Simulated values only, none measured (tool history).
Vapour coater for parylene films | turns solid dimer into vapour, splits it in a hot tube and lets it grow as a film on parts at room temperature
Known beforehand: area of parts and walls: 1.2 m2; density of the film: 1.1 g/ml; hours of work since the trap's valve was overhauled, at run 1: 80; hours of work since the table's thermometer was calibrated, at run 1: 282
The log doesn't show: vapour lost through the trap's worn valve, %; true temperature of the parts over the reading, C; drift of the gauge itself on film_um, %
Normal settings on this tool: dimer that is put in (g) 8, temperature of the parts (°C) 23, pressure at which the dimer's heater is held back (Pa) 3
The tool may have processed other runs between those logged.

run    day  dimer that is put in (g)  temperature of the parts (°C)  pressure at which the dimer's heater is held back (Pa)  hours of work since the trap's valve was overhauled  hours of work since the table's thermometer was calibrated  thickness of the film (um)
  1      0                         8                             23                                                       3                                                   80                                                         282                        3.15
  2  0.679                         8                             23                                                       3                                                   93                                                         295                        3.15
  3  1.742                         8                             23                                                       3                                                  112                                                         314                        3.12
  4  2.792                         8                             23                                                       3                                                  131                                                         333                        3.13
  5  3.733                         8                             23                                                       3                                                  148                                                         350                        3.13
  6  4.654                         8                             23                                                       3                                                  165                                                         367                        3.12
  7    5.5                         8                             23                                                       3                                                  180                                                         382                        3.11
     5.762  -- trap's valve overhauled
  8  6.521                         6                             24                                                       3                                                   14                                                         398                        2.19
  9  7.054                         6                             24                                                       3                                                   23                                                         407                         2.2
 10  7.671                         6                             16                                                    8.15                                                   35                                                         419                        2.82
     8.346  -- trap's valve overhauled, once more
 11  8.692                         6                             16                                                    8.15                                                    6                                                         434                        2.91
 12  9.208                         5                             23                                                    9.29                                                   16                                                         444                        1.75

Forecast each of these 3 alternatives for the next run:
  A  9.825                         8                             30                                                   11.88                                                   27                                                         455                           ?
  B  9.825                         3                             30                                                    6.28                                                   27                                                         455                           ?
  C  9.825                         7                             25                                                   10.94                                                   27                                                         455                           ?

run  thickness of the film (um)
  A                        1.99
  B                        0.82
  C                        2.18
What these runs would have given with no unlogged condition in the tool:
run  thickness of the film (um)
  A                        2.03
  B                        0.83
  C                        2.22
